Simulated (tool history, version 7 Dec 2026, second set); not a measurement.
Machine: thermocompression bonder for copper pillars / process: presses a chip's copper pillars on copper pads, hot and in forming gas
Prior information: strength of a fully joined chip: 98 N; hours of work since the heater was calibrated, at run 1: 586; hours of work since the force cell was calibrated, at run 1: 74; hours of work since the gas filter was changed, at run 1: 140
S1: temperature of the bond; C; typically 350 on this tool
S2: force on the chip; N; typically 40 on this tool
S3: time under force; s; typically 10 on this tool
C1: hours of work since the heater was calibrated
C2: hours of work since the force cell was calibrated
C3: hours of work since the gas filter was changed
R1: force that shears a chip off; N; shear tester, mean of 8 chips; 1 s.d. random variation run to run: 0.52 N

run,hour,S1,S2,S3,C1,C2,C3,R1
1,0,350,40,10,586,74,140,56.5
2,21.3,350,40,10,600,89,154,56.6
3,50.3,350,40,10,620,108,174,55.7
4,70.3,350,40,10,633,122,187,55
5,98.2,350,40,10,652,141,206,54.8
# hour 124.1: forming gas filter changed
6,125.7,350,40,10,670,159,1,60.1
7,140.4,350,40,10,680,169,11,59.6
8,165.9,350,40,10,698,186,28,60.3
9,186.4,350,40,10,711,200,42,59.4
10,212.2,350,40,10,729,218,60,57.5
11,246,350,40,10,752,241,83,58.8
12,274.5,363,40,10,771,260,102,62.9
13,304,363,40,10,791,280,122,61.3
14,338.5,365,40,10,814,303,145,61.6
15,362.1,350,44,10,830,319,161,58.2
16,376.5,350,40,10,840,329,171,54.3
17,395.2,350,40,10,853,341,183,54.5
18,416.4,350,40,10,867,356,198,54.3
19,449.1,350,40,10,889,378,220,52.5
# hour 456.8: forming gas filter changed
20,481.5,350,40,10,911,399,17,59
21,510.1,350,40,10,930,419,36,58.2
22,528.2,363,48,21,942,431,48,80.8
23,548.7,351,31,14,956,445,62,55.6
24,567.9,351,31,14,969,458,75,55.3
25,592.4,350,27,6,986,474,92,37.4
26,624.4,332,30,5,1007,496,113,31.7
27,651.2,332,50,6,1025,514,131,46.7
28,676.9,332,50,6,1043,532,149,46.6
29,710.2,350,45,10,1065,554,171,57.7
30,733.3,350,45,10,1081,570,187,58
31,750.3,351,40,10,1093,581,199,53.1
32,784.7,334,40,18,1116,605,222,56.3
# hour 788.6: forming gas filter changed
33,813.2,377,25,9,1135,623,17,52.4
34,841.7,326,25,13,1154,643,36,39.1
35,865,350,59,10,1170,658,52,68.9

4 options for the next run, each taken on its own from the tool as it stands now. Forecast them:
A,882,322,35,5,1181,670,63,?
B,882,362,28,8,1181,670,63,?
C,882,369,45,10,1181,670,63,?
D,882,350,59,27,1181,670,63,?

run,R1
A,32.7
B,47.2
C,68
D,82.7
With the hidden condition removed and each run's random variation left untouched, the same runs would have given:
run,R1
A,36.4
B,51.7
C,73.2
D,87.5
